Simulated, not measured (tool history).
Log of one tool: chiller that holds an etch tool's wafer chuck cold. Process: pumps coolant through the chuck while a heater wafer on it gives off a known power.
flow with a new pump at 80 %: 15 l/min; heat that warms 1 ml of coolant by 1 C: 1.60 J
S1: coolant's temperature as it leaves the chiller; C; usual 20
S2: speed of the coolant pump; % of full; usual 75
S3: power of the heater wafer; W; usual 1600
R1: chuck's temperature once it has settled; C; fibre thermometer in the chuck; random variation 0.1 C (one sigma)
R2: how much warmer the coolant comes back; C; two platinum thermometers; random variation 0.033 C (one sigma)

{"run": 1, "hour": 0.0, "S1": 20, "S2": 75, "S3": 1600, "R1": 32.5, "R2": 4.38}
{"run": 2, "hour": 79.2, "S1": 20, "S2": 75, "S3": 1600, "R1": 32.5, "R2": 4.42}
{"run": 3, "hour": 145.6, "S1": 20, "S2": 75, "S3": 1600, "R1": 32.4, "R2": 4.39}
{"run": 4, "hour": 257.1, "S1": 20, "S2": 75, "S3": 1600, "R1": 32.4, "R2": 4.4}
{"run": 5, "hour": 369.3, "S1": 20, "S2": 75, "S3": 1600, "R1": 32.4, "R2": 4.44}
{"run": 6, "hour": 463.0, "S1": 29, "S2": 75, "S3": 1600, "R1": 41.6, "R2": 4.39}
{"run": 7, "hour": 552.6, "S1": 29, "S2": 75, "S3": 1600, "R1": 41.5, "R2": 4.45}
{"run": 8, "hour": 623.3, "S1": 29, "S2": 75, "S3": 975, "R1": 36.8, "R2": 2.69}
{"run": 9, "hour": 732.2, "S1": 20, "S2": 75, "S3": 2144, "R1": 36.9, "R2": 5.93}
{"run": 10, "hour": 784.0, "S1": 20, "S2": 75, "S3": 2112, "R1": 36.7, "R2": 5.89}
{"run": 11, "hour": 884.9, "S1": 20, "S2": 73, "S3": 1600, "R1": 32.9, "R2": 4.54}
{"run": 12, "hour": 931.8, "S1": 20, "S2": 75, "S3": 1600, "R1": 32.6, "R2": 4.49}
{"run": 13, "hour": 1033.3, "S1": 20, "S2": 75, "S3": 1600, "R1": 32.6, "R2": 4.4}
{"run": 14, "hour": 1121.7, "S1": 25, "S2": 75, "S3": 1600, "R1": 37.7, "R2": 4.41}
{"run": 15, "hour": 1194.6, "S1": 20, "S2": 75, "S3": 1600, "R1": 32.8, "R2": 4.43}
{"run": 16, "hour": 1304.7, "S1": 10, "S2": 75, "S3": 1600, "R1": 22.9, "R2": 4.47}
{"run": 17, "hour": 1404.6, "S1": 10, "S2": 75, "S3": 1600, "R1": 22.8, "R2": 4.48}
{"run": 18, "hour": 1467.7, "S1": 14, "S2": 84, "S3": 1446, "R1": 24.8, "R2": 3.65}
{"run": 19, "hour": 1569.5, "S1": 10, "S2": 75, "S3": 1600, "R1": 23.0, "R2": 4.43}
{"hour": 1606.7, "done": "coolant changed, channels flushed"}
{"run": 20, "hour": 1686.6, "S1": 25, "S2": 75, "S3": 1518, "R1": 35.8, "R2": 4.2}
{"run": 21, "hour": 1793.4, "S1": 25, "S2": 75, "S3": 1576, "R1": 36.0, "R2": 4.4}
{"run": 22, "hour": 1872.3, "S1": 12, "S2": 61, "S3": 1152, "R1": 21.2, "R2": 3.95}

Forecast run 23:
{"run": 23, "hour": 1953.3, "S1": 12, "S2": 61, "S3": 1152, "R1": "?", "R2": "?"}

{"run 23": {"R1": 21.3, "R2": 3.97}}
Without the tool's hidden state the same run would have given R1 21.0 C, R2 3.77 C.
